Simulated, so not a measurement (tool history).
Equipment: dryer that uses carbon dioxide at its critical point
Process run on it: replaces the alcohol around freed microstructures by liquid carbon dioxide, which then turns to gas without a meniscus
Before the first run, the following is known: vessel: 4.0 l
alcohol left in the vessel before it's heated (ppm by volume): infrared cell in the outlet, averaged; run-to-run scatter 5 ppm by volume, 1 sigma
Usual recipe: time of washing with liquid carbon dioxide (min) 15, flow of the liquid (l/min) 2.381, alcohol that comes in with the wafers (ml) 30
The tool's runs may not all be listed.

run	hour	time of washing with liquid carbon dioxide (min)	flow of the liquid (l/min)	alcohol that comes in with the wafers (ml)	alcohol left in the vessel before it's heated (ppm by volume)
1	0	15	2.381	30	32
2	4.2	15	2.381	30	43
3	11.9	15	2.381	30	42
4	16.3	15	2.381	21	41
5	26.4	15	2.45	30	29
6	32.7	15	2.381	33	50
7	37	15	2.381	33	42
8	46.3	15	2.381	33	42
9	52.7	15	2.381	30	43
10	58.1	19	2.381	30	21
11	63.2	19	2.381	30	30
12	72.6	19	2.381	30	30
13	77.9	19	2.381	30	39
14	82.8	19	2.381	67	40
# hour 84.5: inlet filter changed
15	88.4	15	2.381	30	42
16	97.2	15	2.381	44	41
17	105.8	15	2.381	44	34
18	114.6	15	3.11	44	36
19	124.2	13	2.381	30	57
20	129.3	20	2.381	30	42
21	134	20	2.381	30	44
22	140.4	20	2.381	79	41
23	147	20	2.381	79	42
24	153.2	20	2.381	79	41
25	161.7	24	2.16	67	34
26	169	12	3.45	67	40
27	175.4	12	3.45	67	41
28	183.5	10	1.49	39	681
29	190.9	15	2.381	119	80
30	201.1	15	2.68	40	37
31	211	15	2.68	40	52
32	217.3	15	2.68	40	49
33	222.4	15	1.63	38	147
34	227.3	10	2.45	81	267
35	234.1	10	2.45	81	274
36	238.8	11	2.381	30	112
37	243.6	11	2.381	30	104
38	253	16	2.381	21	54
39	258.5	16	2.381	84	62
40	265.2	11	2.381	42	129
41	269.7	13	1.92	42	148
42	279.8	13	1.92	42	153
43	286.1	13	1.92	42	160
44	290.7	15	2.381	37	53
45	298.4	17	2.03	51	67
46	305.4	18	1.54	33	101

Below are 4 alternative next runs, each starting from the tool's condition after run 46. Predict each:
A	312.6	12	2.381	79	?
B	312.6	13	2.381	30	?
C	312.6	15	1.73	24	?
D	312.6	12	3.71	48	?

run	alcohol left in the vessel before it's heated (ppm by volume)
A	148
B	78
C	106
D	53
Without the tool's unlogged condition, the same runs would have read:
run	alcohol left in the vessel before it's heated (ppm by volume)
A	95
B	33
C	59
D	10
